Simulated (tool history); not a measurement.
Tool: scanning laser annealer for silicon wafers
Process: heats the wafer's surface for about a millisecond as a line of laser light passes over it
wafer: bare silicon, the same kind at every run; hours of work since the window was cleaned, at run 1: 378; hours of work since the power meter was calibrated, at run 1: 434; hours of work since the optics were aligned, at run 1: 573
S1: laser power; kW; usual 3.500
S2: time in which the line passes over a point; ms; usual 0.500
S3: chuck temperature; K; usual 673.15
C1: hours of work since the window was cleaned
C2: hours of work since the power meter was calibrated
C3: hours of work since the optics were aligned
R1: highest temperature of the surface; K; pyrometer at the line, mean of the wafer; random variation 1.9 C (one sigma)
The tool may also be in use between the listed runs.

Run 1, hour 0.0: usual settings; C1 378; C2 434; C3 573. Result: R1 1370.15 K.
Run 2, hour 12.8: usual settings; C1 386; C2 441; C3 581. Result: R1 1368.15 K.
Run 3, hour 28.3: usual settings; C1 394; C2 450; C3 590. Result: R1 1367.15 K.
Run 4, hour 44.0: usual settings; C1 403; C2 459; C3 598. Result: R1 1370.15 K.
Run 5, hour 59.8: usual settings; C1 412; C2 468; C3 607. Result: R1 1367.15 K.
Run 6, hour 88.8: usual settings; C1 429; C2 485; C3 624. Result: R1 1367.15 K.
Run 7, hour 105.0: usual settings; C1 438; C2 494; C3 633. Result: R1 1365.15 K.
Run 8, hour 123.3: usual settings; C1 448; C2 504; C3 644. Result: R1 1365.15 K.
Run 9, hour 150.3: usual settings; C1 464; C2 520; C3 659. Result: R1 1364.15 K.
Run 10, hour 175.6: usual settings; C1 478; C2 534; C3 673. Result: R1 1362.15 K.
Run 11, hour 201.4: usual settings but S1 3.796 kW; C1 493; C2 549; C3 688. Result: R1 1439.15 K.
Run 12, hour 214.1: usual settings but S3 703.15 K; C1 500; C2 556; C3 695. Result: R1 1391.15 K.
Run 13, hour 244.6: usual settings but S2 0.396 ms; C1 517; C2 573; C3 713. Result: R1 1276.15 K.
Run 14, hour 263.7: usual settings but S2 0.446 ms; C1 528; C2 584; C3 723. Result: R1 1316.15 K.
Run 15, hour 278.9: usual settings but S1 3.628 kW, S2 0.458 ms, S3 657.15 K; C1 537; C2 593; C3 732. Result: R1 1343.15 K.
Run 16, hour 304.5: usual settings but S1 3.628 kW, S2 0.458 ms, S3 664.15 K; C1 552; C2 607; C3 747. Result: R1 1346.15 K.
Run 17, hour 330.2: usual settings but S3 681.15 K; C1 566; C2 622; C3 761. Result: R1 1366.15 K.
Run 18, hour 360.1: usual settings but S1 3.661 kW, S2 0.405 ms, S3 636.15 K; C1 583; C2 639; C3 778. Result: R1 1281.15 K.
Run 19, hour 384.4: usual settings but S1 3.580 kW, S3 677.15 K; C1 597; C2 653; C3 792. Result: R1 1378.15 K.
Run 20, hour 403.6: usual settings but S1 3.296 kW; C1 608; C2 664; C3 803. Result: R1 1300.15 K.
Run 21, hour 427.7: usual settings but S2 0.449 ms, S3 666.15 K; C1 622; C2 678; C3 817. Result: R1 1309.15 K.
Run 22, hour 440.6: usual settings but S2 0.449 ms, S3 666.15 K; C1 629; C2 685; C3 824. Result: R1 1305.15 K.
Run 23, hour 468.6: usual settings but S1 3.389 kW, S2 0.512 ms, S3 664.15 K; C1 645; C2 701; C3 840. Result: R1 1319.15 K.
Run 24, hour 483.0: usual settings but S1 3.389 kW, S2 0.512 ms, S3 664.15 K; C1 653; C2 709; C3 848. Result: R1 1321.15 K.
Run 25, hour 505.5: usual settings but S1 3.389 kW, S2 0.407 ms, S3 664.15 K; C1 666; C2 722; C3 861. Result: R1 1240.15 K.
Run 26, hour 532.1: usual settings but S1 3.389 kW, S2 0.407 ms, S3 664.15 K; C1 681; C2 737; C3 876. Result: R1 1242.15 K.
At hour 539.7: optics aligned, line set to its width.
Run 27, hour 563.5: usual settings but S1 3.389 kW, S2 0.407 ms, S3 664.15 K; C1 696; C2 752; C3 14. Result: R1 1254.15 K.
Run 28, hour 579.4: usual settings but S3 668.15 K; C1 705; C2 761; C3 23. Result: R1 1355.15 K.

The same runs without the tool's hidden state, with the same run-to-run variation:
The hidden state here: light that passes the window, % of a clean one's; laser's true power over the reading, %; width of the line over the set one, %; drift of the gauge itself on peak_c, C.
run       R1
  1  1402.15
  2  1400.15
  3  1400.15
  4  1404.15
  5  1402.15
  6  1402.15
  7  1400.15
  8  1401.15
  9  1402.15
 10  1400.15
 11  1484.15
 12  1431.15
 13  1313.15
 14  1356.15
 15  1386.15
 16  1389.15
 17  1411.15
 18  1325.15
 19  1427.15
 20  1344.15
 21  1355.15
 22  1352.15
 23  1368.15
 24  1370.15
 25  1285.15
 26  1287.15
 27  1288.15
 28  1395.15
